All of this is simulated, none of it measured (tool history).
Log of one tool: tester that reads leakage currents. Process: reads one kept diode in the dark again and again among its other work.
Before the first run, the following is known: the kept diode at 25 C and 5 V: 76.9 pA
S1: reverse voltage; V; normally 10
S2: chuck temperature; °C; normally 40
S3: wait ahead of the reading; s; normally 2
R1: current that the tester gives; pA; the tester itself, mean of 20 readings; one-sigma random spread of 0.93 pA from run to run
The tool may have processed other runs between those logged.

run 1 hour=0 | S1=10 S2=40 S3=2 | R1=328.16
run 2 hour=39.6 | S1=10 S2=40 S3=2 | R1=328.64
run 3 hour=114.6 | S1=10 S2=40 S3=2 | R1=328.38
run 4 hour=192.3 | S1=10 S2=40 S3=2 | R1=329.93
run 5 hour=242 | S1=10 S2=40 S3=2 | R1=330.08
run 6 hour=304.3 | S1=11.9 S2=40 S3=2 | R1=355.96
run 7 hour=371.5 | S1=10 S2=52 S3=2 | R1=709.11
run 8 hour=427.8 | S1=10 S2=52 S3=2 | R1=708.06
run 9 hour=497.8 | S1=7.4 S2=40 S3=2 | R1=287.65
run 10 hour=556 | S1=7.4 S2=40 S3=2 | R1=286.19
run 11 hour=588.6 | S1=10 S2=40 S3=2 | R1=327.95
run 12 hour=626.9 | S1=10 S2=40 S3=2 | R1=328.62
run 13 hour=704.9 | S1=10 S2=40 S3=2 | R1=330.32
run 14 hour=769.9 | S1=10 S2=34 S3=1.33 | R1=224.33
run 15 hour=805.1 | S1=2.9 S2=34 S3=2 | R1=124.98
run 16 hour=859.8 | S1=2.9 S2=34 S3=2 | R1=125.44
run 17 hour=915.2 | S1=2.5 S2=52 S3=0.41 | R1=392.9
run 18 hour=962.6 | S1=10 S2=40 S3=2.2 | R1=331.23
run 19 hour=1031.6 | S1=3.9 S2=40 S3=2.2 | R1=214.15
run 20 hour=1067.6 | S1=3.9 S2=40 S3=2.2 | R1=214.59
run 21 hour=1141.7 | S1=3.9 S2=40 S3=2.2 | R1=213.46
run 22 hour=1191.8 | S1=10 S2=38 S3=2 | R1=259.89
run 23 hour=1247.5 | S1=17.7 S2=38 S3=2 | R1=330.45
run 24 hour=1302.5 | S1=17.7 S2=38 S3=2 | R1=331.26
run 25 hour=1366.8 | S1=17.7 S2=38 S3=2 | R1=331.41
run 26 hour=1434.5 | S1=17.7 S2=38 S3=2 | R1=331.88

Not shown: 1 entry that the log had between the listed runs. Between which runs, and how does the tool's hidden state differ before and after?
Between runs 21 and 22: probe card cleaned and baked (hour 1179)
  stray current of the dirty probe card, pA a volt: 2.93 -> 0.031; current scale over the true one, %: 0.84 -> 0.86; true chuck temperature over the reading, C: -0.61 -> -0.63
  measured result minus the result with no hidden state, R1: +4.41 -> -9.4 pA
